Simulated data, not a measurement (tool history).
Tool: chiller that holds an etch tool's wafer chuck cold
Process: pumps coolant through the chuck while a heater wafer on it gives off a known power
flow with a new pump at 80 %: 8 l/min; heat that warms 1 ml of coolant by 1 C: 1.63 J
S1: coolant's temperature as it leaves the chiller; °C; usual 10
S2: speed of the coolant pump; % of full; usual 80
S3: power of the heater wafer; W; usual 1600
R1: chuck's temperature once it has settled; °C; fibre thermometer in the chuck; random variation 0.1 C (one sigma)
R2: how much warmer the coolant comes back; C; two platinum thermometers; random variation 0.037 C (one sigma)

{"run": 1, "hour": 0.0, "S1": 10, "S2": 80, "S3": 1600, "R1": 29.9, "R2": 7.79}
{"run": 2, "hour": 109.7, "S1": 10, "S2": 80, "S3": 1600, "R1": 30, "R2": 7.84}
{"run": 3, "hour": 241.0, "S1": 10, "S2": 80, "S3": 1600, "R1": 30.2, "R2": 7.82}
{"run": 4, "hour": 330.8, "S1": 10, "S2": 80, "S3": 1600, "R1": 30.2, "R2": 7.89}
{"run": 5, "hour": 421.2, "S1": 12, "S2": 80, "S3": 1600, "R1": 32.4, "R2": 7.83}
{"run": 6, "hour": 564.6, "S1": 12, "S2": 80, "S3": 1600, "R1": 32.4, "R2": 7.92}
{"run": 7, "hour": 678.6, "S1": 10, "S2": 80, "S3": 1095, "R1": 24.1, "R2": 5.5}
{"run": 8, "hour": 808.0, "S1": 10, "S2": 80, "S3": 1095, "R1": 24.1, "R2": 5.43}
{"run": 9, "hour": 909.0, "S1": 10, "S2": 80, "S3": 1095, "R1": 24.4, "R2": 5.45}
{"hour": 918.4, "done": "chiller's thermometer calibrated"}
{"run": 10, "hour": 982.3, "S1": 10, "S2": 80, "S3": 1095, "R1": 24.3, "R2": 5.43}
{"run": 11, "hour": 1065.0, "S1": 2, "S2": 80, "S3": 1095, "R1": 16.3, "R2": 5.5}
{"run": 12, "hour": 1147.6, "S1": 10, "S2": 80, "S3": 1600, "R1": 31, "R2": 8.03}
{"run": 13, "hour": 1264.4, "S1": 10, "S2": 80, "S3": 1600, "R1": 31.1, "R2": 7.92}
{"hour": 1328.5, "done": "chiller's thermometer calibrated, once more"}
{"run": 14, "hour": 1384.1, "S1": 10, "S2": 80, "S3": 1600, "R1": 30.8, "R2": 7.99}
{"run": 15, "hour": 1508.1, "S1": 10, "S2": 80, "S3": 1600, "R1": 30.8, "R2": 8.07}
{"run": 16, "hour": 1653.0, "S1": 14, "S2": 80, "S3": 1992, "R1": 40, "R2": 10.1}
{"run": 17, "hour": 1777.6, "S1": 10, "S2": 68, "S3": 1024, "R1": 24.8, "R2": 6.11}
{"run": 18, "hour": 1847.3, "S1": 15, "S2": 88, "S3": 965, "R1": 27, "R2": 4.41}
{"run": 19, "hour": 1979.5, "S1": 2, "S2": 77, "S3": 2084, "R1": 30.1, "R2": 11.07}
{"run": 20, "hour": 2066.0, "S1": 0, "S2": 87, "S3": 1135, "R1": 14.4, "R2": 5.27}
{"run": 21, "hour": 2195.1, "S1": 10, "S2": 73, "S3": 1600, "R1": 32.6, "R2": 8.99}
{"run": 22, "hour": 2336.0, "S1": 10, "S2": 94, "S3": 1125, "R1": 23.7, "R2": 4.89}
{"run": 23, "hour": 2481.4, "S1": 10, "S2": 94, "S3": 1125, "R1": 24, "R2": 4.92}
{"run": 24, "hour": 2542.1, "S1": 10, "S2": 87, "S3": 1600, "R1": 30.7, "R2": 7.51}
{"run": 25, "hour": 2684.0, "S1": 10, "S2": 67, "S3": 942, "R1": 24.3, "R2": 5.8}
{"run": 26, "hour": 2807.6, "S1": 12, "S2": 75, "S3": 1287, "R1": 30.3, "R2": 7.05}
{"run": 27, "hour": 2901.4, "S1": 12, "S2": 75, "S3": 1287, "R1": 30.3, "R2": 7.13}
{"run": 28, "hour": 2985.3, "S1": 12, "S2": 75, "S3": 1287, "R1": 30.5, "R2": 7.21}
{"run": 29, "hour": 3103.2, "S1": 5, "S2": 67, "S3": 2304, "R1": 40.6, "R2": 14.31}

Forecast each of these 3 alternatives for the next run:
{"run": "A", "hour": 3226.4, "S1": 5, "S2": 98, "S3": 2304, "R1": "?", "R2": "?"}
{"run": "B", "hour": 3226.4, "S1": 1, "S2": 88, "S3": 1027, "R1": "?", "R2": "?"}
{"run": "C", "hour": 3226.4, "S1": 19, "S2": 67, "S3": 2304, "R1": "?", "R2": "?"}

run=A R1=33.4 R2=9.72
run=B R1=14.6 R2=4.9
run=C R1=54.6 R2=14.34
Without the tool's hidden state the same runs would have given:
run=A R1=29.2 R2=8.58
run=B R1=12.5 R2=4.34
run=C R1=49.4 R2=12.66

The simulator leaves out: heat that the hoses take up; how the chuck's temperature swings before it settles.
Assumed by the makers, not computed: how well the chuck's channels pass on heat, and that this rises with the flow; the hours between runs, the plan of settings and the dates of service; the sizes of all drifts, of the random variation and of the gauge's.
